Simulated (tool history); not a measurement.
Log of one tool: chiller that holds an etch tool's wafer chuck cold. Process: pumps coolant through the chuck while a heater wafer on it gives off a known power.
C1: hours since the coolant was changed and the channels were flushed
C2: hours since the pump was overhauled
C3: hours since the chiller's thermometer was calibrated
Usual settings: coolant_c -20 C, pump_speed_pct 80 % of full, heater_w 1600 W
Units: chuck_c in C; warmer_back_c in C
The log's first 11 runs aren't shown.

{"run": 12, "day": 35.5, "coolant_c": -20, "pump_speed_pct": 80, "heater_w": 1600, "C1": 6542, "C2": 2591, "C3": 1967, "chuck_c": -7.7, "warmer_back_c": 6.24}
{"run": 13, "day": 39.083, "coolant_c": -20, "pump_speed_pct": 80, "heater_w": 1600, "C1": 6628, "C2": 2676, "C3": 2053, "chuck_c": -7.5, "warmer_back_c": 6.29}
{"run": 14, "day": 43.283, "coolant_c": -20, "pump_speed_pct": 80, "heater_w": 1600, "C1": 6729, "C2": 2777, "C3": 2154, "chuck_c": -7.8, "warmer_back_c": 6.39}
{"run": 15, "day": 46.617, "coolant_c": -20, "pump_speed_pct": 80, "heater_w": 1858, "C1": 6809, "C2": 2857, "C3": 2234, "chuck_c": -5.3, "warmer_back_c": 7.45}
{"run": 16, "day": 51.258, "coolant_c": -20, "pump_speed_pct": 80, "heater_w": 1858, "C1": 6920, "C2": 2969, "C3": 2345, "chuck_c": -5.4, "warmer_back_c": 7.3}
{"run": 17, "day": 53.246, "coolant_c": -28, "pump_speed_pct": 77, "heater_w": 1721, "C1": 6968, "C2": 3016, "C3": 2393, "chuck_c": -14.1, "warmer_back_c": 7.09}
{"run": 18, "day": 57.3, "coolant_c": -20, "pump_speed_pct": 79, "heater_w": 926, "C1": 7065, "C2": 3114, "C3": 2490, "chuck_c": -12.8, "warmer_back_c": 3.76}
{"run": 19, "day": 60.75, "coolant_c": -15, "pump_speed_pct": 79, "heater_w": 926, "C1": 7148, "C2": 3196, "C3": 2573, "chuck_c": -7.7, "warmer_back_c": 3.81}
{"run": 20, "day": 62.967, "coolant_c": -15, "pump_speed_pct": 79, "heater_w": 926, "C1": 7201, "C2": 3250, "C3": 2626, "chuck_c": -7.8, "warmer_back_c": 3.8}
{"run": 21, "day": 65.617, "coolant_c": -15, "pump_speed_pct": 79, "heater_w": 926, "C1": 7265, "C2": 3313, "C3": 2690, "chuck_c": -7.8, "warmer_back_c": 3.7}
{"run": 22, "day": 68.85, "coolant_c": -11, "pump_speed_pct": 80, "heater_w": 933, "C1": 7342, "C2": 3391, "C3": 2768, "chuck_c": -3.7, "warmer_back_c": 3.71}
{"run": 23, "day": 73.2, "coolant_c": -11, "pump_speed_pct": 80, "heater_w": 933, "C1": 7447, "C2": 3495, "C3": 2872, "chuck_c": -3.7, "warmer_back_c": 3.77}
{"run": 24, "day": 75.6, "coolant_c": -20, "pump_speed_pct": 64, "heater_w": 2275, "C1": 7504, "C2": 3553, "C3": 2930, "chuck_c": 0.9, "warmer_back_c": 11.55}
{"run": 25, "day": 78.042, "coolant_c": -12, "pump_speed_pct": 76, "heater_w": 1600, "C1": 7563, "C2": 3611, "C3": 2988, "chuck_c": 1.1, "warmer_back_c": 6.85}
{"run": 26, "day": 82.467, "coolant_c": -20, "pump_speed_pct": 72, "heater_w": 1600, "C1": 7669, "C2": 3718, "C3": 3094, "chuck_c": -6.5, "warmer_back_c": 7.23}
{"run": 27, "day": 86.879, "coolant_c": -20, "pump_speed_pct": 72, "heater_w": 1600, "C1": 7775, "C2": 3824, "C3": 3200, "chuck_c": -6.2, "warmer_back_c": 7.19}
{"run": 28, "day": 91.646, "coolant_c": -10, "pump_speed_pct": 80, "heater_w": 1042, "C1": 7889, "C2": 3938, "C3": 3315, "chuck_c": -1.6, "warmer_back_c": 4.22}
{"run": 29, "day": 94.538, "coolant_c": -20, "pump_speed_pct": 80, "heater_w": 2018, "C1": 7959, "C2": 4007, "C3": 3384, "chuck_c": -3.7, "warmer_back_c": 8.22}
{"run": 30, "day": 99.021, "coolant_c": -17, "pump_speed_pct": 80, "heater_w": 1462, "C1": 8066, "C2": 4115, "C3": 3492, "chuck_c": -5.2, "warmer_back_c": 5.95}

Forecast each of these 3 alternatives for the next run:
{"run": "A", "day": 103.333, "coolant_c": -25, "pump_speed_pct": 87, "heater_w": 1462, "C1": 8170, "C2": 4218, "C3": 3595, "chuck_c": "?", "warmer_back_c": "?"}
{"run": "B", "day": 103.333, "coolant_c": -20, "pump_speed_pct": 83, "heater_w": 1600, "C1": 8170, "C2": 4218, "C3": 3595, "chuck_c": "?", "warmer_back_c": "?"}
{"run": "C", "day": 103.333, "coolant_c": -24, "pump_speed_pct": 80, "heater_w": 1715, "C1": 8170, "C2": 4218, "C3": 3595, "chuck_c": "?", "warmer_back_c": "?"}

run=A chuck_c=-13.7 warmer_back_c=5.47
run=B chuck_c=-7.3 warmer_back_c=6.33
run=C chuck_c=-10.1 warmer_back_c=7.00
Without the tool's hidden state the same runs would have given:
run=A chuck_c=-15.1 warmer_back_c=5.03
run=B chuck_c=-8.9 warmer_back_c=5.82
run=C chuck_c=-12.0 warmer_back_c=6.43

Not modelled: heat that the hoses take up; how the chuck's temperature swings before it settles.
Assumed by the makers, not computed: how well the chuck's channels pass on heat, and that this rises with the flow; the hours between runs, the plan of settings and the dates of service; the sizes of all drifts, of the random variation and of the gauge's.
